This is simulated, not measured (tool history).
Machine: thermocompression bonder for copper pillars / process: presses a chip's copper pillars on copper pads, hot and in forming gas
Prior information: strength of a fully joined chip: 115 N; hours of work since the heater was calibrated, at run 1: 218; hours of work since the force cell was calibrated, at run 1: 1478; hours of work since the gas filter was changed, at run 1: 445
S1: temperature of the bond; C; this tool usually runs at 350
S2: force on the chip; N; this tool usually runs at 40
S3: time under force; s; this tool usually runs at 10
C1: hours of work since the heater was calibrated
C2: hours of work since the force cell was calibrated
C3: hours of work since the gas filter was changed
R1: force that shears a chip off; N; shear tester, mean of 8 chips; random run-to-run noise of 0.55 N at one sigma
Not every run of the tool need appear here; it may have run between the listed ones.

{"run": 1, "day": 0.0, "S1": 350, "S2": 40, "S3": 10, "C1": 218, "C2": 1478, "C3": 445, "R1": 58.7}
{"day": 1.629, "done": "forming gas filter changed"}
{"run": 2, "day": 3.079, "S1": 334, "S2": 40, "S3": 10, "C1": 266, "C2": 1526, "C3": 23, "R1": 53.2}
{"run": 3, "day": 5.262, "S1": 334, "S2": 40, "S3": 10, "C1": 300, "C2": 1560, "C3": 57, "R1": 52.6}
{"day": 6.496, "done": "force cell calibrated"}
{"run": 4, "day": 7.004, "S1": 334, "S2": 40, "S3": 10, "C1": 326, "C2": 8, "C3": 83, "R1": 49.6}
{"run": 5, "day": 8.721, "S1": 334, "S2": 40, "S3": 10, "C1": 353, "C2": 35, "C3": 109, "R1": 49.1}
{"run": 6, "day": 12.225, "S1": 334, "S2": 40, "S3": 10, "C1": 407, "C2": 89, "C3": 164, "R1": 49.8}
{"run": 7, "day": 14.221, "S1": 350, "S2": 40, "S3": 10, "C1": 438, "C2": 120, "C3": 195, "R1": 58.3}
{"run": 8, "day": 15.988, "S1": 379, "S2": 40, "S3": 10, "C1": 466, "C2": 148, "C3": 222, "R1": 75}
{"run": 9, "day": 17.921, "S1": 350, "S2": 40, "S3": 10, "C1": 496, "C2": 178, "C3": 252, "R1": 57.7}
{"run": 10, "day": 20.4, "S1": 350, "S2": 40, "S3": 10, "C1": 534, "C2": 216, "C3": 291, "R1": 57.9}
{"run": 11, "day": 24.529, "S1": 350, "S2": 40, "S3": 12, "C1": 598, "C2": 280, "C3": 355, "R1": 60.9}
{"run": 12, "day": 28.312, "S1": 350, "S2": 40, "S3": 12, "C1": 657, "C2": 339, "C3": 414, "R1": 61.7}
{"run": 13, "day": 31.217, "S1": 350, "S2": 40, "S3": 12, "C1": 702, "C2": 384, "C3": 459, "R1": 60}
{"day": 31.929, "done": "forming gas filter changed"}
{"run": 14, "day": 33.575, "S1": 350, "S2": 40, "S3": 10, "C1": 739, "C2": 421, "C3": 26, "R1": 61.9}
{"run": 15, "day": 36.75, "S1": 350, "S2": 40, "S3": 10, "C1": 788, "C2": 470, "C3": 75, "R1": 61.8}
{"run": 16, "day": 40.567, "S1": 350, "S2": 40, "S3": 10, "C1": 847, "C2": 529, "C3": 134, "R1": 60.8}
{"run": 17, "day": 42.871, "S1": 350, "S2": 40, "S3": 10, "C1": 883, "C2": 565, "C3": 170, "R1": 61.5}
{"run": 18, "day": 44.717, "S1": 350, "S2": 40, "S3": 10, "C1": 912, "C2": 594, "C3": 199, "R1": 61.3}
{"run": 19, "day": 48.008, "S1": 350, "S2": 40, "S3": 10, "C1": 963, "C2": 645, "C3": 250, "R1": 60.4}
{"run": 20, "day": 49.888, "S1": 360, "S2": 27, "S3": 18, "C1": 992, "C2": 674, "C3": 279, "R1": 62.1}
{"run": 21, "day": 51.667, "S1": 331, "S2": 28, "S3": 16, "C1": 1020, "C2": 702, "C3": 307, "R1": 46.5}
{"run": 22, "day": 55.596, "S1": 379, "S2": 46, "S3": 13, "C1": 1081, "C2": 763, "C3": 368, "R1": 85.5}
{"run": 23, "day": 59.017, "S1": 377, "S2": 40, "S3": 22, "C1": 1134, "C2": 816, "C3": 421, "R1": 88}
{"day": 62.138, "done": "forming gas filter changed"}
{"run": 24, "day": 62.988, "S1": 349, "S2": 57, "S3": 6, "C1": 1195, "C2": 877, "C3": 13, "R1": 66.6}
{"run": 25, "day": 66.8, "S1": 350, "S2": 44, "S3": 10, "C1": 1255, "C2": 937, "C3": 72, "R1": 67.6}
{"run": 26, "day": 70.188, "S1": 350, "S2": 44, "S3": 10, "C1": 1307, "C2": 989, "C3": 125, "R1": 67.8}
{"run": 27, "day": 73.854, "S1": 354, "S2": 52, "S3": 7, "C1": 1364, "C2": 1046, "C3": 182, "R1": 68.2}
{"day": 76.7, "done": "heater calibrated with a thermocouple chip"}
{"run": 28, "day": 77.475, "S1": 379, "S2": 28, "S3": 24, "C1": 12, "C2": 1101, "C3": 237, "R1": 79.7}
{"run": 29, "day": 80.158, "S1": 372, "S2": 40, "S3": 10, "C1": 54, "C2": 1143, "C3": 279, "R1": 71.2}
{"run": 30, "day": 82.688, "S1": 349, "S2": 40, "S3": 10, "C1": 93, "C2": 1182, "C3": 318, "R1": 57.4}
{"run": 31, "day": 86.442, "S1": 349, "S2": 40, "S3": 10, "C1": 151, "C2": 1241, "C3": 376, "R1": 58}
{"run": 32, "day": 90.138, "S1": 345, "S2": 24, "S3": 11, "C1": 209, "C2": 1298, "C3": 434, "R1": 39.3}
{"day": 92.362, "done": "forming gas filter changed"}
{"run": 33, "day": 93.733, "S1": 345, "S2": 38, "S3": 17, "C1": 264, "C2": 1354, "C3": 21, "R1": 69.1}
{"run": 34, "day": 97.362, "S1": 344, "S2": 42, "S3": 12, "C1": 321, "C2": 1410, "C3": 78, "R1": 63.4}
{"run": 35, "day": 99.85, "S1": 344, "S2": 42, "S3": 12, "C1": 359, "C2": 1449, "C3": 116, "R1": 64.2}
{"run": 36, "day": 102.404, "S1": 356, "S2": 42, "S3": 18, "C1": 399, "C2": 1488, "C3": 156, "R1": 79.1}
{"run": 37, "day": 104.888, "S1": 356, "S2": 32, "S3": 18, "C1": 438, "C2": 1527, "C3": 195, "R1": 68.5}

Run by run, hidden condition taken away, random variation retained:
The hidden state here: true temperature of the bond over the reading, C; force that reaches the chip, % of what is set; oxide that the forming gas leaves, % of the face; drift of the gauge itself on shear_n, %.
run=1 R1=60.7
run=2 R1=51.2
run=3 R1=50.8
run=4 R1=50.2
run=5 R1=49.9
run=6 R1=50.9
run=7 R1=59.9
run=8 R1=77.6
run=9 R1=59.7
run=10 R1=60.2
run=11 R1=63.8
run=12 R1=65.1
run=13 R1=63.7
run=14 R1=60.3
run=15 R1=60.5
run=16 R1=60
run=17 R1=60.9
run=18 R1=60.9
run=19 R1=60.2
run=20 R1=62.3
run=21 R1=46.3
run=22 R1=88.4
run=23 R1=92
run=24 R1=62.9
run=25 R1=64.3
run=26 R1=65
run=27 R1=66
run=28 R1=81.5
run=29 R1=73
run=30 R1=58.8
run=31 R1=59.8
run=32 R1=40.5
run=33 R1=66.4
run=34 R1=61.2
run=35 R1=62.2
run=36 R1=78
run=37 R1=67.4

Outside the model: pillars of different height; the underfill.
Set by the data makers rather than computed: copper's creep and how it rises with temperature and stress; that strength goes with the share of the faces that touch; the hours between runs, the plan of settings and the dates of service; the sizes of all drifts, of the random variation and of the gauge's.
